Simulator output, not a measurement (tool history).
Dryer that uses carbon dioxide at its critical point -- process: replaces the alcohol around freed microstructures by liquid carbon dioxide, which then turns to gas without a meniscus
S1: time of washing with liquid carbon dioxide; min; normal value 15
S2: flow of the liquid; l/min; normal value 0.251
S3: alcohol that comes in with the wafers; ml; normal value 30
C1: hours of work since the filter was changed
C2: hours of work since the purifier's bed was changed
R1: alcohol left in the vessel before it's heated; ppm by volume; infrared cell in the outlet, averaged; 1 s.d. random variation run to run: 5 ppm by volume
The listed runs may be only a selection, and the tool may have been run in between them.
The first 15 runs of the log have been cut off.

run 16 hour=137.7 | S1=15 S2=0.296 S3=30 | C1=410 C2=124 | R1=51
run 17 hour=149.1 | S1=10 S2=0.251 S3=30 | C1=416 C2=130 | R1=839
run 18 hour=157.9 | S1=10 S2=0.251 S3=30 | C1=421 C2=135 | R1=863
run 19 hour=167.8 | S1=10 S2=0.251 S3=30 | C1=427 C2=141 | R1=877
run 20 hour=176.3 | S1=10 S2=0.251 S3=30 | C1=431 C2=145 | R1=866
run 21 hour=182.8 | S1=11 S2=0.153 S3=62 | C1=435 C2=149 | R1=7904
run 22 hour=192.2 | S1=12 S2=0.251 S3=43 | C1=440 C2=154 | R1=560
run 23 hour=199.5 | S1=11 S2=0.251 S3=32 | C1=444 C2=158 | R1=627
run 24 hour=210.9 | S1=11 S2=0.251 S3=32 | C1=450 C2=165 | R1=622
run 25 hour=220.1 | S1=22 S2=0.251 S3=34 | C1=456 C2=170 | R1=31
run 26 hour=233.4 | S1=22 S2=0.251 S3=34 | C1=463 C2=177 | R1=45
run 27 hour=246 | S1=22 S2=0.251 S3=34 | C1=470 C2=184 | R1=29
run 28 hour=258.7 | S1=15 S2=0.367 S3=71 | C1=477 C2=191 | R1=41
run 29 hour=271.2 | S1=15 S2=0.367 S3=71 | C1=484 C2=198 | R1=39
run 30 hour=281.3 | S1=12 S2=0.278 S3=38 | C1=489 C2=203 | R1=322
run 31 hour=289.4 | S1=12 S2=0.273 S3=24 | C1=494 C2=208 | R1=227
run 32 hour=294.9 | S1=15 S2=0.389 S3=30 | C1=497 C2=211 | R1=29
run 33 hour=301.3 | S1=13 S2=0.179 S3=62 | C1=500 C2=214 | R1=2870
run 34 hour=308 | S1=13 S2=0.179 S3=62 | C1=504 C2=218 | R1=2917
run 35 hour=318.9 | S1=13 S2=0.179 S3=62 | C1=510 C2=224 | R1=2938
run 36 hour=324.9 | S1=21 S2=0.178 S3=30 | C1=513 C2=227 | R1=184
run 37 hour=332.2 | S1=10 S2=0.27 S3=30 | C1=517 C2=231 | R1=722

Predict each of these 3 candidate next runs independently; none follows another, all start after run 37:
run A hour=341.9 | S1=21 S2=0.251 S3=67 | C1=523 C2=237 | R1=?
run B hour=341.9 | S1=10 S2=0.268 S3=30 | C1=523 C2=237 | R1=?
run C hour=341.9 | S1=13 S2=0.207 S3=65 | C1=523 C2=237 | R1=?

run=A R1=52
run=B R1=765
run=C R1=1694
Without the tool's hidden state the same runs would have given:
run=A R1=3
run=B R1=333
run=C R1=761
